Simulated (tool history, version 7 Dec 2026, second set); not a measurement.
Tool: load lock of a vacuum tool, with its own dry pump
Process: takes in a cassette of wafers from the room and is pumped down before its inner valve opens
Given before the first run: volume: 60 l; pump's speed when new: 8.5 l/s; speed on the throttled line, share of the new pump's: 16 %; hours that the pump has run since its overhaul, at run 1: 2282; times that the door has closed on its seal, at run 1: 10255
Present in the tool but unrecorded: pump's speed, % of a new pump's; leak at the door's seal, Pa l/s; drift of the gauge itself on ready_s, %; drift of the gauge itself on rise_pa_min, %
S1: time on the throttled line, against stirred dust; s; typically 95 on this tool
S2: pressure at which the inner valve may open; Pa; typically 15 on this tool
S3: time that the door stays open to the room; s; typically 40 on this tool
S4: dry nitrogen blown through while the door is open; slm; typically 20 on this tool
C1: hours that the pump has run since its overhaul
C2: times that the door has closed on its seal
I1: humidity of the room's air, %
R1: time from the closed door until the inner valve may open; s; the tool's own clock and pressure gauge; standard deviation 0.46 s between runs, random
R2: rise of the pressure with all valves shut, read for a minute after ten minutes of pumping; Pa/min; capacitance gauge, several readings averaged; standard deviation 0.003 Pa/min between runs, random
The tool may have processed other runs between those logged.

{"run": 1, "hour": 0.0, "S1": 95, "S2": 15, "S3": 40, "S4": 20, "C1": 2282, "C2": 10255, "I1": 40.2, "R1": 143.8, "R2": 0.083}
{"run": 2, "hour": 128.6, "S1": 95, "S2": 15, "S3": 40, "S4": 20, "C1": 2410, "C2": 10397, "I1": 46.5, "R1": 143.3, "R2": 0.092}
{"run": 3, "hour": 193.0, "S1": 95, "S2": 15, "S3": 40, "S4": 20, "C1": 2475, "C2": 10468, "I1": 44.6, "R1": 144.3, "R2": 0.088}
{"run": 4, "hour": 276.7, "S1": 95, "S2": 15, "S3": 40, "S4": 20, "C1": 2558, "C2": 10560, "I1": 46.9, "R1": 142.5, "R2": 0.099}
{"run": 5, "hour": 343.2, "S1": 95, "S2": 15, "S3": 40, "S4": 20, "C1": 2625, "C2": 10633, "I1": 44.9, "R1": 144.4, "R2": 0.096}
{"run": 6, "hour": 414.8, "S1": 95, "S2": 18, "S3": 40, "S4": 20, "C1": 2696, "C2": 10712, "I1": 42.5, "R1": 142.1, "R2": 0.09}
{"run": 7, "hour": 503.4, "S1": 95, "S2": 15, "S3": 40, "S4": 20, "C1": 2785, "C2": 10809, "I1": 47.4, "R1": 143.3, "R2": 0.092}
{"run": 8, "hour": 654.8, "S1": 95, "S2": 15, "S3": 40, "S4": 20, "C1": 2936, "C2": 10976, "I1": 44.4, "R1": 143.2, "R2": 0.098}
{"run": 9, "hour": 721.4, "S1": 95, "S2": 15, "S3": 40, "S4": 20, "C1": 3003, "C2": 11049, "I1": 44.5, "R1": 143.6, "R2": 0.096}
{"run": 10, "hour": 814.9, "S1": 95, "S2": 15, "S3": 40, "S4": 20, "C1": 3096, "C2": 11152, "I1": 43.1, "R1": 143.3, "R2": 0.098}
{"run": 11, "hour": 889.4, "S1": 88, "S2": 19, "S3": 150, "S4": 7, "C1": 3171, "C2": 11234, "I1": 45.8, "R1": 136.4, "R2": 0.139}

Run 12 is up next; what results do you expect?
{"run": 12, "hour": 1006.5, "S1": 70, "S2": 20, "S3": 85, "S4": 4, "C1": 3288, "C2": 11363, "I1": 45.7, "R1": "?", "R2": "?"}

Run 12 yielded R1 120.5 s, R2 0.132 Pa/min.
Had the tool carried no hidden state, the very same run would have given R1 118.9 s, R2 0.061 Pa/min.
